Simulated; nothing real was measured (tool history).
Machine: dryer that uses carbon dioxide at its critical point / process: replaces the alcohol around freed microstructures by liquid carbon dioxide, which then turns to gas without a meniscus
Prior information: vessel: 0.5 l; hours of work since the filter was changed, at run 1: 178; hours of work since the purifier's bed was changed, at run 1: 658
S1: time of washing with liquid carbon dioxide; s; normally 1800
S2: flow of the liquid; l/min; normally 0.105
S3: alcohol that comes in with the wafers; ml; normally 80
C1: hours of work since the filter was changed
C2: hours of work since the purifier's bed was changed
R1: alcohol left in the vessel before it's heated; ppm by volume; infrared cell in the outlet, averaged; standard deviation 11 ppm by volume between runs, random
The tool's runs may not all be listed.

run     day    S1     S2   S3   C1    C2   R1
  1   0.000  1800  0.105   80  178   658  798
  2   2.900  1800  0.105   80  233   714  863
  3   4.742  1800  0.105   72  269   749  808
  4   6.104  1800  0.178   80  295   776   59
  5   8.729  1800  0.178   80  345   826   58
  6  11.054  1800  0.178   80  390   870   66
  7  12.850  1800  0.178   80  424   905   74
     14.842  -- inlet filter changed
  8  15.750  2220  0.105   63   17   960  180
  9  17.246  2520  0.123  100   46   989   79
 10  19.004  2520  0.123  100   80  1022   69
 11  21.850  2520  0.123  100  134  1077   74

Branching from run 11: 5 alternative next runs. What would each branch give?
  A  24.304  2520  0.123   87  182  1124   ?
  B  24.304  2880  0.117  119  182  1124   ?
  C  24.304  1800  0.086   77  182  1124   ?
  D  24.304  1800  0.082   43  182  1124   ?
  E  24.304  1380  0.111  100  182  1124   ?

run    R1
  A    75
  B    71
  C  2009
  D  1380
  E  2722
The same runs, with their run-to-run variation unchanged, on a tool lacking any hidden condition would have given:
run    R1
  A    23
  B    21
  C  1627
  D  1115
  E  2223

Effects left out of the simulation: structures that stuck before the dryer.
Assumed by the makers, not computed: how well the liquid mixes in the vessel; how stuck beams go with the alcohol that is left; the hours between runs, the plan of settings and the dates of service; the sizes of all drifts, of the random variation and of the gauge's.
